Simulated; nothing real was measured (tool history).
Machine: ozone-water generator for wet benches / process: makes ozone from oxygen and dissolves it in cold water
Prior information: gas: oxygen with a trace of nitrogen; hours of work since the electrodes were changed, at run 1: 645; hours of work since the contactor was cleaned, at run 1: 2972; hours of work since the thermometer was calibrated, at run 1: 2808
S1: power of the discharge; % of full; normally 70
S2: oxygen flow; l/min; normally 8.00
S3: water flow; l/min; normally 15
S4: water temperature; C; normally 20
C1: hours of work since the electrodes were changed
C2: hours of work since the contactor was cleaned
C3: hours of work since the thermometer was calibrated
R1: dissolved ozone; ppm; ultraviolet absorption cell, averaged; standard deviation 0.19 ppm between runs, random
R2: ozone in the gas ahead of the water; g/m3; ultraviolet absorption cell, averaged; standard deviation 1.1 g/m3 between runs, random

run    day  S1     S2  S3  S4   C1    C2    C3    R1     R2
  1  0.000  70   8.00  15  20  645  2972  2808  25.5  191.1
  2  0.992  70   8.00  15  20  662  2988  2824  25.5  192.1
  3  1.733  70   8.00  15  20  674  3000  2836  25.2  191.7
  4  2.404  70   4.78  15  20  685  3011  2847  27.9  261.8
  5  2.992  70   8.00  15  15  694  3021  2857  28.2  191.5
  6  3.671  70   8.00  11  20  705  3032  2868  31.1  193.8
  7  4.875  70   8.00  16  20  725  3052  2888  24.4  190.6
  8  5.562  43   8.00  21  20  736  3063  2899  15.5  151.1
  9  6.262  43   8.00  21  20  748  3075  2910  15.5  150.0
 10  6.867  43   8.00  21  20  758  3085  2920  15.3  149.3
 11  7.821  84  12.58  15  20  774  3100  2936  24.0  159.2

3 ways to go on from here, each from the tool as it stands after run 11. What would each give?
  A  9.033  78   8.00  15  20  793  3120  2956   ?   ?
  B  9.033  84  12.58  21  13  793  3120  2956   ?   ?
  C  9.033  70   7.11  15  20  793  3120  2956   ?   ?

run    R1     R2
  A  27.0  202.4
  B  22.3  160.0
  C  25.9  206.8
Stripped of hidden state, with their random variation kept, the same runs would have yielded:
run    R1     R2
  A  28.3  206.3
  B  23.5  163.2
  C  27.1  210.6
